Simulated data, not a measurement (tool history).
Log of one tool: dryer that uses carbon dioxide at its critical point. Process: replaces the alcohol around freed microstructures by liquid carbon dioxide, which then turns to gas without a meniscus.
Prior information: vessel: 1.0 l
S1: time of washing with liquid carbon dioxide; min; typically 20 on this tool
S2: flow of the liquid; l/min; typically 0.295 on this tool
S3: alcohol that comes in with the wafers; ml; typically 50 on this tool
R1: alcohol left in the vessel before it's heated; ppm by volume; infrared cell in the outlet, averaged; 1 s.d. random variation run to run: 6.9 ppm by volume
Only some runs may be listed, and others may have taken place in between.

run   hour  S1     S2   S3    R1
  1      0  20  0.295   50   488
  2    8.4  20  0.295  118  1047
  3   16.4  20  0.229  118  3181
  4   22.3  20  0.295   86   786
  5     30  20  0.295   86   802
  6   38.2  20  0.295   50   491
  7   46.6  20  0.295   35   375
  8   52.7  20  0.295   50   500
  9   65.7  20  0.295   50   501
 10   73.4  17  0.295  111  1989
 11   81.7  20  0.344   33   212
 12   90.8  13  0.295   35  1678
 13  103.6  15  0.445   76   391
 14  113.9  26  0.291   90   307
 15  122.9  18  0.291   20   394
 16  132.1  22   0.35  107   302
 17  139.3  22   0.35  107   301

Here are 3 independent what-if runs from the current tool condition. What would each one return?
  A  148.4  15  0.199  107   ?
  B  148.4  22   0.35   37   ?
  C  148.4  22  0.425  107   ?

run     R1
  A  10764
  B    175
  C    150
Stripped of hidden state, with their random variation kept, the same runs would have yielded:
run    R1
  A  9118
  B    46
  C    26
